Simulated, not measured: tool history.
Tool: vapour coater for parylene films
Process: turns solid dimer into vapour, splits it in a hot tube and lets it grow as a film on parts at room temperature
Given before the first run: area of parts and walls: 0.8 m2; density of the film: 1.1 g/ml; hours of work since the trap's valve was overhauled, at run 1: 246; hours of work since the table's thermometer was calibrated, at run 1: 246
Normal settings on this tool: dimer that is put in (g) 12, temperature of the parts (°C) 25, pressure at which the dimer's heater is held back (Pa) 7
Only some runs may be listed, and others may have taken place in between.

run   hour  dimer that is put in (g)  temperature of the parts (°C)  pressure at which the dimer's heater is held back (Pa)  hours of work since the trap's valve was overhauled  hours of work since the table's thermometer was calibrated  thickness of the film (um)
  1      0                        12                             25                                                       7                                                  246                                                         246                        6.77
  2   36.5                        12                             25                                                       7                                                  276                                                         276                        6.75
  3   77.2                        12                             21                                                       7                                                  310                                                         310                        7.43
  4  102.2                        12                             21                                                       7                                                  331                                                         331                        7.37
  5  139.6                        12                             25                                                       7                                                  362                                                         362                        6.77
  6  171.5                        12                             25                                                       7                                                  388                                                         388                        6.71
  7  211.1                        12                             25                                                       7                                                  421                                                         421                        6.66
  8  249.1                        12                             25                                                       7                                                  453                                                         453                        6.68
  9  290.8                        12                             25                                                       7                                                  488                                                         488                        6.68
 10  318.4                        12                             25                                                       7                                                  511                                                         511                        6.64
 11  349.1                        12                             30                                                   10.93                                                  536                                                         536                        5.28
 12    382                        11                             20                                                    7.07                                                  564                                                         564                        6.79
 13  427.9                        12                             25                                                     6.4                                                  602                                                         602                        6.78
 14    473                        12                             35                                                    2.34                                                  639                                                         639                        6.82
       483  -- trap's valve overhauled
 15  498.5                        13                             28                                                       7                                                   13                                                         657                        7.09
 16  543.7                        15                             30                                                       7                                                   51                                                         695                        7.76
 17  566.9                         6                             25                                                    5.86                                                   70                                                         714                        3.65
 18  601.4                         8                             20                                                    3.59                                                   99                                                         743                        6.18
 19  631.3                         8                             29                                                    8.95                                                  123                                                         768                        3.96

What if the next run were any one of these 5? Each begins from the tool's condition after run 19:
  A  657.9                         8                             25                                                    8.95                                                  146                                                         790                           ?
  B  657.9                        12                             25                                                    7.06                                                  146                                                         790                           ?
  C  657.9                         8                             18                                                    8.95                                                  146                                                         790                           ?
  D  657.9                        14                             25                                                       7                                                  146                                                         790                           ?
  E  657.9                        12                             25                                                    4.03                                                  146                                                         790                           ?

run  thickness of the film (um)
  A                        4.37
  B                        6.94
  C                        5.15
  D                        8.11
  E                           8
What these runs would have given with no unlogged condition in the tool:
run  thickness of the film (um)
  A                        4.35
  B                        6.92
  C                        5.14
  D                        8.08
  E                        7.98

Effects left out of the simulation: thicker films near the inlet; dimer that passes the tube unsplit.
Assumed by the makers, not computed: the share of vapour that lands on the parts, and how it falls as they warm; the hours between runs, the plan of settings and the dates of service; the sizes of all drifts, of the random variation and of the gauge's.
